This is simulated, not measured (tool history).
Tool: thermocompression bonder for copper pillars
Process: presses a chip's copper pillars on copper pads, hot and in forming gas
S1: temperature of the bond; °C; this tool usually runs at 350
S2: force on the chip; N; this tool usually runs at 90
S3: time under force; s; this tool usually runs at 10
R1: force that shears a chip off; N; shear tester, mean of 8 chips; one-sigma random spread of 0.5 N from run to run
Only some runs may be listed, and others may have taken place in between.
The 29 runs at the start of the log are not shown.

run 30 hour=563.5 | S1=333 S2=81 S3=14 | R1=50.0
run 31 hour=591.0 | S1=368 S2=81 S3=14 | R1=68.6
-- hour=601.0 forming gas filter changed
run 32 hour=605.8 | S1=368 S2=81 S3=14 | R1=75.3
run 33 hour=631.8 | S1=368 S2=81 S3=14 | R1=73.8
run 34 hour=655.2 | S1=368 S2=81 S3=14 | R1=73.0
run 35 hour=672.4 | S1=348 S2=91 S3=23 | R1=77.8
run 36 hour=695.2 | S1=348 S2=91 S3=7 | R1=53.2
run 37 hour=708.0 | S1=361 S2=111 S3=14 | R1=85.5
run 38 hour=722.7 | S1=361 S2=111 S3=14 | R1=86.4
run 39 hour=746.8 | S1=335 S2=114 S3=19 | R1=77.4

Below are 4 alternative next runs, each starting from the tool's condition after run 39. Predict each:
run A hour=758.3 | S1=359 S2=105 S3=10 | R1=?
run B hour=758.3 | S1=373 S2=55 S3=5 | R1=?
run C hour=758.3 | S1=322 S2=83 S3=23 | R1=?
run D hour=758.3 | S1=335 S2=70 S3=19 | R1=?

run=A R1=73.2
run=B R1=32.4
run=C R1=54.6
run=D R1=48.0
What these runs would have given with no unlogged condition in the tool:
run=A R1=82.3
run=B R1=37.0
run=C R1=61.8
run=D R1=54.5

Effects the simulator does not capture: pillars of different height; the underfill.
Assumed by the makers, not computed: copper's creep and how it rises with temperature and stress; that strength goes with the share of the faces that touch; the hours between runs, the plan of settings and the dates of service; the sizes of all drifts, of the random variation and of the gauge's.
